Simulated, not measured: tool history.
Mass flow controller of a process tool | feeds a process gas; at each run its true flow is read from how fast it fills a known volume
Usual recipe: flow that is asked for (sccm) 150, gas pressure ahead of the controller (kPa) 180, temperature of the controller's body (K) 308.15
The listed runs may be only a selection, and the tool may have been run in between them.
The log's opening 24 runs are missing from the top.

| run | hour | flow that is asked for (sccm) | gas pressure ahead of the controller (kPa) | temperature of the controller's body (K) | true flow (%) |
|---|---|---|---|---|---|
| 25 | 4969.6 | 69 | 173 | 304.15 | 94.31 |
| 26 | 5206.7 | 69 | 173 | 311.15 | 93.67 |
| 27 | 5379.6 | 85 | 180 | 308.15 | 94.82 |
| 28 | 5487.8 | 55 | 217 | 297.15 | 93.5 |
| 29 | 5595.3 | 271 | 180 | 304.15 | 98.54 |
| 30 | 5849.9 | 271 | 153 | 304.15 | 98.41 |
| 31 | 6108.8 | 271 | 153 | 293.15 | 99.62 |
| 32 | 6341.1 | 271 | 153 | 293.15 | 99.66 |
| 33 | 6550.3 | 271 | 153 | 293.15 | 99.63 |
| 34 | 6711.8 | 470 | 223 | 309.15 | 98.93 |
| 35 | 6887.6 | 277 | 223 | 293.15 | 99.79 |
| 36 | 7050 | 150 | 180 | 304.15 | 97.03 |
| 37 | 7203.1 | 150 | 237 | 296.15 | 97.87 |
| 38 | 7362.3 | 483 | 164 | 298.15 | 100.09 |
| 39 | 7568.4 | 362 | 194 | 308.15 | 98.51 |
| 40 | 7827 | 150 | 159 | 301.15 | 97.12 |
| 41 | 8058.2 | 150 | 185 | 308.15 | 96.52 |
| 42 | 8228.7 | 215 | 180 | 308.15 | 97.54 |
| 43 | 8493.4 | 330 | 268 | 308.15 | 98.59 |
| 44 | 8741.2 | 150 | 190 | 298.15 | 97.56 |
| 45 | 8990.6 | 150 | 163 | 308.15 | 96.16 |
| 46 | 9239.5 | 150 | 163 | 308.15 | 96.35 |
| 47 | 9361.6 | 150 | 163 | 308.15 | 96.23 |
| 48 | 9552.4 | 150 | 180 | 294.15 | 97.78 |

Predict each of these 4 candidate next runs independently; none follows another, all start after run 48:
| A | 9731.6 | 160 | 180 | 308.15 | ? |
| B | 9731.6 | 72 | 261 | 294.15 | ? |
| C | 9731.6 | 321 | 246 | 294.15 | ? |
| D | 9731.6 | 150 | 180 | 303.15 | ? |

| run | true flow (%) |
|---|---|
| A | 96.42 |
| B | 93.95 |
| C | 99.82 |
| D | 96.82 |
With no hidden state in the tool, these same runs would have given:
| run | true flow (%) |
|---|---|
| A | 98.52 |
| B | 100.22 |
| C | 100.21 |
| D | 99.15 |
